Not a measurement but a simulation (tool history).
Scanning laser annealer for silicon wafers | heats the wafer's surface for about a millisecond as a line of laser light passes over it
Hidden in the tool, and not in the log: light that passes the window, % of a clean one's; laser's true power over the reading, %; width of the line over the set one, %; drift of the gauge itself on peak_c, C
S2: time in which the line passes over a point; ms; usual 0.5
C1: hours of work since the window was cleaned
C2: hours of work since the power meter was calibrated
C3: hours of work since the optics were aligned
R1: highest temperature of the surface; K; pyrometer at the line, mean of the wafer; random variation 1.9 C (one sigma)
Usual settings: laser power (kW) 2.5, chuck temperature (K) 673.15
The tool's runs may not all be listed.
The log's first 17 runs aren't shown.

run 18 hour=522.3 | laser_power_(kW)=2.5 S2=0.5 chuck_temperature_(K)=673.15 | C1=268 C2=1077 C3=1294 | R1=1456.15
run 19 hour=544.9 | laser_power_(kW)=2.5 S2=0.5 chuck_temperature_(K)=673.15 | C1=283 C2=1092 C3=1309 | R1=1453.15
run 20 hour=562.8 | laser_power_(kW)=2.5 S2=0.457 chuck_temperature_(K)=673.15 | C1=294 C2=1104 C3=1321 | R1=1413.15
run 21 hour=584.4 | laser_power_(kW)=2.522 S2=0.409 chuck_temperature_(K)=673.15 | C1=309 C2=1118 C3=1335 | R1=1377.15
run 22 hour=612.1 | laser_power_(kW)=2.151 S2=0.353 chuck_temperature_(K)=673.15 | C1=327 C2=1136 C3=1353 | R1=1213.15
run 23 hour=640.1 | laser_power_(kW)=2.456 S2=0.581 chuck_temperature_(K)=673.15 | C1=345 C2=1155 C3=1372 | R1=1486.15
-- hour=662.3 optics aligned, line set to its width
-- hour=667.5 window over the wafer cleaned
run 24 hour=675.7 | laser_power_(kW)=2.456 S2=0.581 chuck_temperature_(K)=673.15 | C1=5 C2=1173 C3=8 | R1=1556.15
run 25 hour=705.5 | laser_power_(kW)=2.191 S2=0.464 chuck_temperature_(K)=671.15 | C1=25 C2=1193 C3=27 | R1=1355.15
run 26 hour=728.4 | laser_power_(kW)=2.191 S2=0.464 chuck_temperature_(K)=671.15 | C1=40 C2=1208 C3=42 | R1=1351.15
run 27 hour=764.9 | laser_power_(kW)=2.409 S2=0.464 chuck_temperature_(K)=671.15 | C1=64 C2=1232 C3=66 | R1=1432.15
run 28 hour=789.6 | laser_power_(kW)=2.409 S2=0.501 chuck_temperature_(K)=671.15 | C1=80 C2=1248 C3=83 | R1=1459.15
run 29 hour=823 | laser_power_(kW)=2.409 S2=0.501 chuck_temperature_(K)=671.15 | C1=102 C2=1270 C3=105 | R1=1459.15
run 30 hour=847.8 | laser_power_(kW)=2.606 S2=0.5 chuck_temperature_(K)=673.15 | C1=119 C2=1287 C3=121 | R1=1533.15
run 31 hour=889.2 | laser_power_(kW)=2.606 S2=0.5 chuck_temperature_(K)=673.15 | C1=146 C2=1314 C3=148 | R1=1530.15
run 32 hour=929.9 | laser_power_(kW)=2.179 S2=0.5 chuck_temperature_(K)=673.15 | C1=173 C2=1341 C3=175 | R1=1361.15
run 33 hour=950.1 | laser_power_(kW)=2.14 S2=0.5 chuck_temperature_(K)=664.15 | C1=186 C2=1354 C3=188 | R1=1337.15
run 34 hour=968.2 | laser_power_(kW)=2.14 S2=0.5 chuck_temperature_(K)=664.15 | C1=198 C2=1366 C3=200 | R1=1338.15
run 35 hour=993.4 | laser_power_(kW)=2.14 S2=0.5 chuck_temperature_(K)=664.15 | C1=215 C2=1383 C3=217 | R1=1337.15
run 36 hour=1029.2 | laser_power_(kW)=2.221 S2=0.567 chuck_temperature_(K)=640.15 | C1=238 C2=1406 C3=240 | R1=1381.15
run 37 hour=1064 | laser_power_(kW)=2.221 S2=0.567 chuck_temperature_(K)=640.15 | C1=261 C2=1429 C3=263 | R1=1378.15
run 38 hour=1081.5 | laser_power_(kW)=2.598 S2=0.384 chuck_temperature_(K)=640.15 | C1=273 C2=1441 C3=275 | R1=1371.15
run 39 hour=1116.1 | laser_power_(kW)=2.598 S2=0.384 chuck_temperature_(K)=640.15 | C1=296 C2=1464 C3=298 | R1=1363.15
run 40 hour=1142.2 | laser_power_(kW)=2.598 S2=0.384 chuck_temperature_(K)=640.15 | C1=313 C2=1481 C3=315 | R1=1361.15

Forecast each of these 4 alternatives for the next run:
run A hour=1170.7 | laser_power_(kW)=2.404 S2=0.413 chuck_temperature_(K)=640.15 | C1=331 C2=1500 C3=334 | R1=?
run B hour=1170.7 | laser_power_(kW)=2.69 S2=0.43 chuck_temperature_(K)=697.15 | C1=331 C2=1500 C3=334 | R1=?
run C hour=1170.7 | laser_power_(kW)=2.556 S2=0.586 chuck_temperature_(K)=645.15 | C1=331 C2=1500 C3=334 | R1=?
run D hour=1170.7 | laser_power_(kW)=2.285 S2=0.377 chuck_temperature_(K)=702.15 | C1=331 C2=1500 C3=334 | R1=?

run=A R1=1320.15
run=B R1=1496.15
run=C R1=1525.15
run=D R1=1315.15
Without the tool's hidden state the same runs would have given:
run=A R1=1362.15
run=B R1=1544.15
run=C R1=1578.15
run=D R1=1352.15

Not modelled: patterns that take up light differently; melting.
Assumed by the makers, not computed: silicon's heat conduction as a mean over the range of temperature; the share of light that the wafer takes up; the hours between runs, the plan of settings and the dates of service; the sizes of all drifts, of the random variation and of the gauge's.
